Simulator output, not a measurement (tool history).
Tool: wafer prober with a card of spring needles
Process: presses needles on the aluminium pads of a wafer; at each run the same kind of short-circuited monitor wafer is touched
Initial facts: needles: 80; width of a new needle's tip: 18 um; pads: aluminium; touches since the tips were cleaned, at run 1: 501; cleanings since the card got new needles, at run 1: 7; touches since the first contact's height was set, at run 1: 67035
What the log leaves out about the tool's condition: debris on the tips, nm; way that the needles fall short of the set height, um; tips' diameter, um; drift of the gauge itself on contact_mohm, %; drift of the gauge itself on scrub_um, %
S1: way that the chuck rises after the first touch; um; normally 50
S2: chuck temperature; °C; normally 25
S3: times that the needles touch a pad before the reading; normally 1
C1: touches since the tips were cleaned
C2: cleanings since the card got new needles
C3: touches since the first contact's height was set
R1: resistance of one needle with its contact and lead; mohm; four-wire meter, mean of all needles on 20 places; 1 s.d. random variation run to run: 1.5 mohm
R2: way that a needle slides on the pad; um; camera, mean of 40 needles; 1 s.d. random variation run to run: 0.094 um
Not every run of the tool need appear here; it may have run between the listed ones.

{"run": 1, "hour": 0.0, "S1": 50, "S2": 25, "S3": 1, "C1": 501, "C2": 7, "C3": 67035, "R1": 209, "R2": 11.18}
{"hour": 23.4, "done": "tips cleaned on abrasive film"}
{"run": 2, "hour": 28.1, "S1": 50, "S2": 25, "S3": 1, "C1": 1458, "C2": 8, "C3": 75672, "R1": 326, "R2": 11.19}
{"hour": 52.9, "done": "tips cleaned on abrasive film"}
{"run": 3, "hour": 72.5, "S1": 50, "S2": 35, "S3": 1, "C1": 6049, "C2": 9, "C3": 89346, "R1": 569, "R2": 11.14}
{"hour": 78.8, "done": "tips cleaned on abrasive film"}
{"hour": 109.3, "done": "tips cleaned on abrasive film"}
{"run": 4, "hour": 131.1, "S1": 50, "S2": 25, "S3": 1, "C1": 6725, "C2": 11, "C3": 107376, "R1": 605, "R2": 11.09}
{"hour": 136.2, "done": "tips cleaned on abrasive film"}
{"hour": 162.0, "done": "tips cleaned on abrasive film"}
{"run": 5, "hour": 178.9, "S1": 50, "S2": 25, "S3": 1, "C1": 5215, "C2": 13, "C3": 122084, "R1": 593, "R2": 11.15}
{"hour": 187.8, "done": "tips cleaned on abrasive film"}
{"hour": 213.0, "done": "tips cleaned on abrasive film"}
{"run": 6, "hour": 230.8, "S1": 50, "S2": 25, "S3": 1, "C1": 5513, "C2": 15, "C3": 138049, "R1": 541, "R2": 11.14}
{"hour": 239.2, "done": "tips cleaned on abrasive film"}
{"hour": 264.6, "done": "tips cleaned on abrasive film"}
{"hour": 292.8, "done": "tips cleaned on abrasive film"}
{"run": 7, "hour": 293.8, "S1": 50, "S2": 25, "S3": 1, "C1": 303, "C2": 18, "C3": 157391, "R1": 219, "R2": 10.93}
{"hour": 317.9, "done": "tips cleaned on abrasive film"}
{"run": 8, "hour": 341.4, "S1": 50, "S2": 25, "S3": 1, "C1": 7259, "C2": 19, "C3": 172066, "R1": 662, "R2": 10.96}
{"hour": 345.1, "done": "tips cleaned on abrasive film"}
{"hour": 373.6, "done": "tips cleaned on abrasive film"}
{"run": 9, "hour": 388.3, "S1": 50, "S2": 25, "S3": 1, "C1": 4528, "C2": 21, "C3": 186475, "R1": 545, "R2": 11.02}
{"hour": 398.8, "done": "tips cleaned on abrasive film"}
{"run": 10, "hour": 420.3, "S1": 50, "S2": 25, "S3": 1, "C1": 6630, "C2": 22, "C3": 196324, "R1": 652, "R2": 10.78}
{"hour": 424.0, "done": "tips cleaned on abrasive film"}
{"hour": 450.1, "done": "tips cleaned on abrasive film"}
{"run": 11, "hour": 465.8, "S1": 38, "S2": 29, "S3": 1, "C1": 4863, "C2": 24, "C3": 210328, "R1": 922, "R2": 7.98}
{"hour": 476.1, "done": "tips cleaned on abrasive film"}
{"hour": 505.5, "done": "tips cleaned on abrasive film"}
{"run": 12, "hour": 523.9, "S1": 35, "S2": 67, "S3": 2, "C1": 5691, "C2": 26, "C3": 228210, "R1": 700, "R2": 7.4}
{"hour": 530.8, "done": "tips cleaned on abrasive film"}
{"hour": 561.1, "done": "tips cleaned on abrasive film"}
{"hour": 564.4, "done": "height of the first contact set anew"}
{"run": 13, "hour": 564.4, "S1": 47, "S2": 43, "S3": 3, "C1": 916, "C2": 28, "C3": 0, "R1": 192, "R2": 10.58}
{"hour": 587.1, "done": "tips cleaned on abrasive film"}
{"hour": 613.9, "done": "tips cleaned on abrasive film"}
{"run": 14, "hour": 623.1, "S1": 47, "S2": 43, "S3": 3, "C1": 2838, "C2": 30, "C3": 18074, "R1": 254, "R2": 10.51}
{"hour": 641.5, "done": "tips cleaned on abrasive film"}
{"hour": 670.6, "done": "tips cleaned on abrasive film"}
{"run": 15, "hour": 677.5, "S1": 61, "S2": 46, "S3": 1, "C1": 2128, "C2": 32, "C3": 34814, "R1": 308, "R2": 13.62}
{"hour": 699.1, "done": "tips cleaned on abrasive film"}
{"run": 16, "hour": 712.0, "S1": 61, "S2": 46, "S3": 1, "C1": 3978, "C2": 33, "C3": 45422, "R1": 366, "R2": 13.62}
{"hour": 724.4, "done": "tips cleaned on abrasive film"}
{"run": 17, "hour": 744.3, "S1": 31, "S2": 61, "S3": 1, "C1": 6133, "C2": 34, "C3": 55364, "R1": 1274, "R2": 6.96}
{"hour": 754.0, "done": "tips cleaned on abrasive film"}
{"run": 18, "hour": 777.7, "S1": 31, "S2": 61, "S3": 1, "C1": 7320, "C2": 35, "C3": 65647, "R1": 1380, "R2": 6.77}
{"hour": 783.2, "done": "tips cleaned on abrasive film"}
{"hour": 810.3, "done": "tips cleaned on abrasive film"}
{"run": 19, "hour": 831.0, "S1": 57, "S2": 40, "S3": 3, "C1": 6416, "C2": 37, "C3": 82052, "R1": 271, "R2": 12.75}

Forecast each of these 5 alternatives for the next run:
{"hour": 838.8, "done": "tips cleaned on abrasive film"}
{"run": "A", "hour": 862.5, "S1": 50, "S2": 25, "S3": 2, "C1": 7325, "C2": 38, "C3": 91730, "R1": "?", "R2": "?"}
{"hour": 838.8, "done": "tips cleaned on abrasive film"}
{"run": "B", "hour": 862.5, "S1": 51, "S2": 36, "S3": 2, "C1": 7325, "C2": 38, "C3": 91730, "R1": "?", "R2": "?"}
{"hour": 838.8, "done": "tips cleaned on abrasive film"}
{"run": "C", "hour": 862.5, "S1": 57, "S2": 31, "S3": 2, "C1": 7325, "C2": 38, "C3": 91730, "R1": "?", "R2": "?"}
{"hour": 838.8, "done": "tips cleaned on abrasive film"}
{"run": "D", "hour": 862.5, "S1": 58, "S2": 38, "S3": 3, "C1": 7325, "C2": 38, "C3": 91730, "R1": "?", "R2": "?"}
{"hour": 838.8, "done": "tips cleaned on abrasive film"}
{"run": "E", "hour": 862.5, "S1": 59, "S2": 76, "S3": 1, "C1": 7325, "C2": 38, "C3": 91730, "R1": "?", "R2": "?"}

run=A R1=447 R2=11.11
run=B R1=437 R2=11.52
run=C R1=377 R2=12.65
run=D R1=279 R2=13.02
run=E R1=497 R2=13.19
Stripped of hidden state, with their random variation kept, the same runs would have yielded:
run=A R1=134 R2=11.33
run=B R1=139 R2=11.75
run=C R1=134 R2=12.88
run=D R1=137 R2=13.25
run=E R1=142 R2=13.42
